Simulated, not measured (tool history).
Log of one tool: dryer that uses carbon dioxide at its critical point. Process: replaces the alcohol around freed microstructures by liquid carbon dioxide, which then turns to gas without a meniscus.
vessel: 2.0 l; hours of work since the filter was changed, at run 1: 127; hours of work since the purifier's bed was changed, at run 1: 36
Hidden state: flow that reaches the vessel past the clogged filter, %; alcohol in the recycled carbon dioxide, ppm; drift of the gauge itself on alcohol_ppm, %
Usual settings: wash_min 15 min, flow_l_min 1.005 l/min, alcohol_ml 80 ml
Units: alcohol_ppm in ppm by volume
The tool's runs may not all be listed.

run,hour,wash_min,flow_l_min,alcohol_ml,hours of work since the filter was changed,hours of work since the purifier's bed was changed,alcohol_ppm
1,0.0,15,1.005,80,127,36,209
2,5.3,15,0.650,80,131,39,1472
3,12.3,15,0.650,80,135,44,1439
4,21.3,15,0.650,80,140,49,1456
5,33.4,15,1.005,80,148,56,234
6,41.3,15,1.005,80,152,61,248
7,53.1,15,1.005,80,159,68,252
8,63.2,15,1.460,80,165,74,27
9,68.7,15,1.005,80,169,78,255
# hour 71.2: inlet filter changed
10,75.9,15,1.005,80,3,81,147
11,85.5,15,1.005,80,9,87,147
12,91.1,19,1.005,80,12,90,35
13,103.3,19,1.005,80,19,98,40
14,112.4,19,1.005,80,25,103,46
15,118.1,19,1.005,80,28,107,43
16,123.5,13,1.005,80,31,110,311
17,135.5,15,1.005,22,39,117,51
18,148.1,15,1.005,22,46,125,61
19,160.7,15,1.005,22,54,132,60
20,167.3,15,1.005,22,58,136,54
21,173.7,15,1.005,22,62,140,62
22,181.4,10,0.940,22,66,145,386
23,186.7,15,0.940,47,70,148,153
24,193.3,15,1.590,109,74,152,23
25,204.9,15,1.590,26,81,159,21
26,214.8,24,1.050,30,87,165,17
27,223.5,22,0.860,101,92,170,79
28,232.1,12,0.770,50,97,175,984
29,240.7,18,0.620,70,102,181,759
30,245.9,12,1.530,31,105,184,40
31,257.8,11,0.660,115,112,191,4989
32,270.4,13,1.630,20,120,199,19
33,279.3,15,1.260,86,125,204,75
34,286.0,22,1.005,23,129,208,24
35,291.8,16,1.005,33,133,211,82
36,299.0,16,1.005,33,137,216,84
37,306.0,9,0.900,40,142,220,1326
38,316.1,9,1.410,40,148,226,268
39,322.6,9,1.410,40,152,230,266
40,330.8,9,1.410,40,156,235,278
41,342.2,22,0.750,53,163,242,122
42,350.3,10,1.710,53,168,247,88

How the hidden state differs across the entries between the runs, from the last listed run before each to the first after it:
Between runs 9 and 10: inlet filter changed (hour 71.2)
  flow that reaches the vessel past the clogged filter, %: 88.5 -> 99.6; alcohol in the recycled carbon dioxide, ppm: 8.6 -> 8.7
  measured less the result without the state, alcohol_ppm: +122 -> +7 ppm by volume
